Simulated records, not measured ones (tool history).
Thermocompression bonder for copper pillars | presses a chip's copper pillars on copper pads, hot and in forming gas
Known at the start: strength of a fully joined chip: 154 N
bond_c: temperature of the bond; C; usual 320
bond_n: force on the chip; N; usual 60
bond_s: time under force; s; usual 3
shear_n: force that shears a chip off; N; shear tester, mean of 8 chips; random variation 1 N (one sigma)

run 1 hour=0.0 | bond_c=320 bond_n=60 bond_s=3 | shear_n=85.3
run 2 hour=14.6 | bond_c=320 bond_n=60 bond_s=9 | shear_n=112.3
run 3 hour=26.5 | bond_c=320 bond_n=60 bond_s=9 | shear_n=114.0
run 4 hour=37.0 | bond_c=334 bond_n=60 bond_s=3 | shear_n=94.7
run 5 hour=51.3 | bond_c=334 bond_n=60 bond_s=3 | shear_n=98.6
run 6 hour=65.8 | bond_c=334 bond_n=60 bond_s=3 | shear_n=96.1
run 7 hour=80.4 | bond_c=333 bond_n=57 bond_s=3 | shear_n=93.5
run 8 hour=93.6 | bond_c=333 bond_n=57 bond_s=3 | shear_n=91.3
run 9 hour=114.9 | bond_c=294 bond_n=39 bond_s=3 | shear_n=38.2
run 10 hour=135.5 | bond_c=294 bond_n=39 bond_s=3 | shear_n=37.7

Forecast each of these 4 alternatives for the next run:
run A hour=153.1 | bond_c=311 bond_n=78 bond_s=2 | shear_n=?
run B hour=153.1 | bond_c=327 bond_n=79 bond_s=3 | shear_n=?
run C hour=153.1 | bond_c=328 bond_n=46 bond_s=9 | shear_n=?
run D hour=153.1 | bond_c=329 bond_n=60 bond_s=3 | shear_n=?

run=A shear_n=79.5
run=B shear_n=104.8
run=C shear_n=102.4
run=D shear_n=90.5
Without the tool's hidden state the same runs would have given:
run=A shear_n=84.8
run=B shear_n=111.1
run=C shear_n=108.7
run=D shear_n=96.2
